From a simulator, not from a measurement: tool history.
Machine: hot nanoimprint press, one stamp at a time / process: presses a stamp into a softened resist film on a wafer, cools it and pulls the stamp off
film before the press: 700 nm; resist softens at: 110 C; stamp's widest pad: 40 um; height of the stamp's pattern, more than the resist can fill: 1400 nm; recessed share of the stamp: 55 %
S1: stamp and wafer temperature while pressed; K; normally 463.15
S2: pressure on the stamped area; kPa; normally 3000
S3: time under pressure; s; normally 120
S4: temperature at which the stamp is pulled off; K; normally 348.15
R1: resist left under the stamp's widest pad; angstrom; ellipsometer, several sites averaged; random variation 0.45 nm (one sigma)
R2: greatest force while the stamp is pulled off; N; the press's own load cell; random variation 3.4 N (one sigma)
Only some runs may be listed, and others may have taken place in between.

| run | hour | S1 | S2 | S3 | S4 | R1 | R2 |
|---|---|---|---|---|---|---|---|
| 1 | 0 | 463.15 | 3000 | 120 | 348.15 | 3953 | 210 |
| 2 | 29.6 | 463.15 | 3000 | 120 | 348.15 | 3959 | 204 |
| 3 | 60.5 | 463.15 | 3000 | 120 | 348.15 | 3948 | 208 |
|  | 71.6 | plate thermocouple calibrated |
| 4 | 96.9 | 463.15 | 3000 | 120 | 341.15 | 4036 | 244 |
| 5 | 131.5 | 463.15 | 3000 | 120 | 352.15 | 4031 | 207 |
| 6 | 157.1 | 463.15 | 3000 | 120 | 352.15 | 4034 | 212 |
| 7 | 188.6 | 463.15 | 3000 | 120 | 352.15 | 4023 | 207 |
| 8 | 219.9 | 463.15 | 3000 | 120 | 345.15 | 4016 | 259 |
| 9 | 254.7 | 463.15 | 3000 | 120 | 345.15 | 4018 | 263 |
|  | 270.2 | stamp cleaned and given a new release coat |
| 10 | 278.1 | 463.15 | 3000 | 120 | 345.15 | 4017 | 173 |
| 11 | 308.3 | 463.15 | 3000 | 120 | 339.15 | 4015 | 195 |
| 12 | 338 | 463.15 | 3000 | 120 | 339.15 | 4010 | 198 |
| 13 | 363 | 463.15 | 3000 | 120 | 339.15 | 4005 | 198 |
| 14 | 385.4 | 463.15 | 3000 | 120 | 348.15 | 4001 | 166 |
| 15 | 411.4 | 463.15 | 3000 | 120 | 348.15 | 4002 | 183 |
| 16 | 434.8 | 463.15 | 2900 | 73 | 333.15 | 4688 | 234 |
| 17 | 457.7 | 463.15 | 3430 | 110 | 348.15 | 3921 | 181 |
| 18 | 490.6 | 473.15 | 3430 | 86 | 348.15 | 3124 | 184 |
| 19 | 519.4 | 467.15 | 2070 | 117 | 348.15 | 4065 | 189 |
| 20 | 552.3 | 463.15 | 3250 | 82 | 351.15 | 4374 | 186 |
| 21 | 575.9 | 456.15 | 1810 | 135 | 334.15 | 5373 | 253 |
| 22 | 600.2 | 463.15 | 1900 | 120 | 348.15 | 4622 | 203 |
|  | 616.3 | press's hydraulic seals changed and the load cell set to zero |
| 23 | 629.8 | 451.15 | 2360 | 137 | 344.15 | 5586 | 217 |
| 24 | 657.4 | 451.15 | 2360 | 137 | 344.15 | 5579 | 221 |
|  | 663.4 | plate thermocouple calibrated |
| 25 | 684.6 | 454.15 | 4140 | 63 | 348.15 | 5434 | 204 |
| 26 | 707.2 | 452.15 | 3230 | 67 | 355.15 | 5858 | 193 |
| 27 | 735.8 | 458.15 | 3000 | 120 | 348.15 | 4585 | 213 |
| 28 | 755.1 | 458.15 | 3000 | 120 | 348.15 | 4586 | 216 |
| 29 | 785.3 | 458.15 | 3000 | 120 | 348.15 | 4585 | 223 |
| 30 | 807 | 468.15 | 3000 | 72 | 348.15 | 4030 | 230 |

Below, some changes in R1 between adjacent runs. For each, the amount present without the hidden state too (settings, incoming material, random variation) and the amount remaining for the hidden state with gauge scatter not shared by both compared results:
The tool's hidden condition here consists of: true temperature over the reading, C; pressure that arrives at the usual setting, %; grip of the stamp's worn release coat, % over a new coat's; drift of the gauge itself on residual_nm, %; drift of the gauge itself on pull_off_n, %.
Run 3 -> 4: S4 348.15 -> 341.15, plate thermocouple calibrated. R1 +88 angstrom: hidden state +81, all else +7.
Run 20 -> 21: S1 463.15 -> 456.15, S2 3250 -> 1810, S3 82 -> 135, S4 351.15 -> 334.15. R1 +999 angstrom: hidden state -41, all else +1040.
Run 22 -> 23: S1 463.15 -> 451.15, S2 1900 -> 2360, S3 120 -> 137, S4 348.15 -> 344.15, press's hydraulic seals changed and the load cell set to zero. R1 +964 angstrom: hidden state -42, all else +1006.
Run 24 -> 25: S1 451.15 -> 454.15, S2 2360 -> 4140, S3 137 -> 63, S4 344.15 -> 348.15, plate thermocouple calibrated. R1 -145 angstrom: hidden state +48, all else -193.
Run 26 -> 27: S1 452.15 -> 458.15, S2 3230 -> 3000, S3 67 -> 120, S4 355.15 -> 348.15. R1 -1273 angstrom: hidden state -9, all else -1264.

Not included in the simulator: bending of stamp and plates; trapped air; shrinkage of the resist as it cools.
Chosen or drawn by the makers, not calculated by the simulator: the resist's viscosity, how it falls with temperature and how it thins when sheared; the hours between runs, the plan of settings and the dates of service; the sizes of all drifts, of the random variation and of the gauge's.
